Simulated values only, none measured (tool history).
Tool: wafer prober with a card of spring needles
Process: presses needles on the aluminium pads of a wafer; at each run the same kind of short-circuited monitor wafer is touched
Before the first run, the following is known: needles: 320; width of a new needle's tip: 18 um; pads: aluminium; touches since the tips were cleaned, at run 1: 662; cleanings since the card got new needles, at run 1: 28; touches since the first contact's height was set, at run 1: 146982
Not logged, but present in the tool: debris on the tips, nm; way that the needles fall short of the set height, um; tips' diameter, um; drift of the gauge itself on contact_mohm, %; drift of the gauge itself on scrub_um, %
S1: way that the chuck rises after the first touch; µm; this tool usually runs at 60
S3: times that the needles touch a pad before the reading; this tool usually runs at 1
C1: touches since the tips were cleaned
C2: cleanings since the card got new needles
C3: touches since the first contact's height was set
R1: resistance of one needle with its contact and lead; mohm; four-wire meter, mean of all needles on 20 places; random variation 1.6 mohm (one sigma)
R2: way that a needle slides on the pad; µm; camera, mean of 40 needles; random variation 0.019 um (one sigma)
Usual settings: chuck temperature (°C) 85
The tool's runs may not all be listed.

Run 1, hour 0: usual settings; C1 662; C2 28; C3 146982. Result: R1 155 mohm, R2 7.38 µm.
At hour 22.7: tips cleaned on abrasive film.
At hour 47.2: tips cleaned on abrasive film.
Run 2, hour 47.2: usual settings; C1 0; C2 30; C3 156674. Result: R1 154 mohm, R2 7.46 µm.
At hour 59.5: height of the first contact set anew.
At hour 71.4: tips cleaned on abrasive film.
Run 3, hour 86.5: usual settings but chuck temperature (°C) 33; C1 3117; C2 31; C3 5545. Result: R1 145 mohm, R2 7.43 µm.
At hour 95.2: tips cleaned on abrasive film.
Run 4, hour 116.3: usual settings; C1 4365; C2 32; C3 11671. Result: R1 157 mohm, R2 7.41 µm.
At hour 120.4: tips cleaned on abrasive film.
At hour 143.1: tips cleaned on abrasive film.
Run 5, hour 159.6: usual settings; C1 3398; C2 34; C3 20555. Result: R1 156 mohm, R2 7.44 µm.
At hour 165.4: tips cleaned on abrasive film.
Run 6, hour 181.2: usual settings; C1 3269; C2 35; C3 25001. Result: R1 154 mohm, R2 7.41 µm.
At hour 187.7: tips cleaned on abrasive film.
At hour 212.1: tips cleaned on abrasive film.
Run 7, hour 224.2: usual settings; C1 2510; C2 37; C3 33838. Result: R1 156 mohm, R2 7.43 µm.
At hour 234.9: tips cleaned on abrasive film.
At hour 260.7: tips cleaned on abrasive film.
Run 8, hour 262.9: usual settings; C1 462; C2 39; C3 41782. Result: R1 156 mohm, R2 7.41 µm.
At hour 284: tips cleaned on abrasive film.
Run 9, hour 297.2: usual settings but S1 42 µm; C1 2717; C2 40; C3 48833. Result: R1 172 mohm, R2 5.18 µm.
At hour 310: tips cleaned on abrasive film.
Run 10, hour 321.9: usual settings but S1 42 µm; C1 2462; C2 41; C3 53914. Result: R1 167 mohm, R2 5.19 µm.
At hour 333.2: tips cleaned on abrasive film.
Run 11, hour 347.4: usual settings but S1 42 µm; C1 2941; C2 42; C3 59164. Result: R1 166 mohm, R2 5.22 µm.
At hour 357.2: tips cleaned on abrasive film.
At hour 383.3: tips cleaned on abrasive film.
Run 12, hour 394: usual settings but chuck temperature (°C) 54; C1 2211; C2 44; C3 68725. Result: R1 149 mohm, R2 7.46 µm.
At hour 407.6: tips cleaned on abrasive film.
At hour 430.5: tips cleaned on abrasive film.
Run 13, hour 435: usual settings but chuck temperature (°C) 54; C1 931; C2 46; C3 77158. Result: R1 149 mohm, R2 7.43 µm.
At hour 453.3: tips cleaned on abrasive film.
Run 14, hour 455.5: usual settings but chuck temperature (°C) 54; C1 455; C2 47; C3 81361. Result: R1 149 mohm, R2 7.43 µm.
At hour 478.2: tips cleaned on abrasive film.
At hour 501.6: tips cleaned on abrasive film.
Run 15, hour 501.6: usual settings but S1 52 µm, chuck temperature (°C) 54; C1 0; C2 49; C3 90837. Result: R1 152 mohm, R2 6.41 µm.
At hour 526.6: tips cleaned on abrasive film.
Run 16, hour 545.4: usual settings but S1 52 µm, chuck temperature (°C) 54; C1 3868; C2 50; C3 99847. Result: R1 153 mohm, R2 6.45 µm.
At hour 549.7: tips cleaned on abrasive film.
At hour 573.4: tips cleaned on abrasive film.
Run 17, hour 592.5: usual settings but chuck temperature (°C) 32; C1 3932; C2 52; C3 109522. Result: R1 144 mohm, R2 7.42 µm.
At hour 597.8: tips cleaned on abrasive film.
Run 18, hour 615.9: usual settings but S1 41 µm, S3 2; C1 3742; C2 53; C3 114340. Result: R1 173 mohm, R2 5.08 µm.

Predict the results of run 19:
At hour 622.4: tips cleaned on abrasive film.
At hour 644.9: tips cleaned on abrasive film.
Run 19, hour 646.7: usual settings but S1 62 µm, chuck temperature (°C) 80; C1 385; C2 55; C3 120662. Result: R1 ?, R2 ?.

{"run 19": {"R1": 155, "R2": 7.63}}
Without the tool's hidden state the same run would have given R1 155 mohm, R2 7.63 µm.
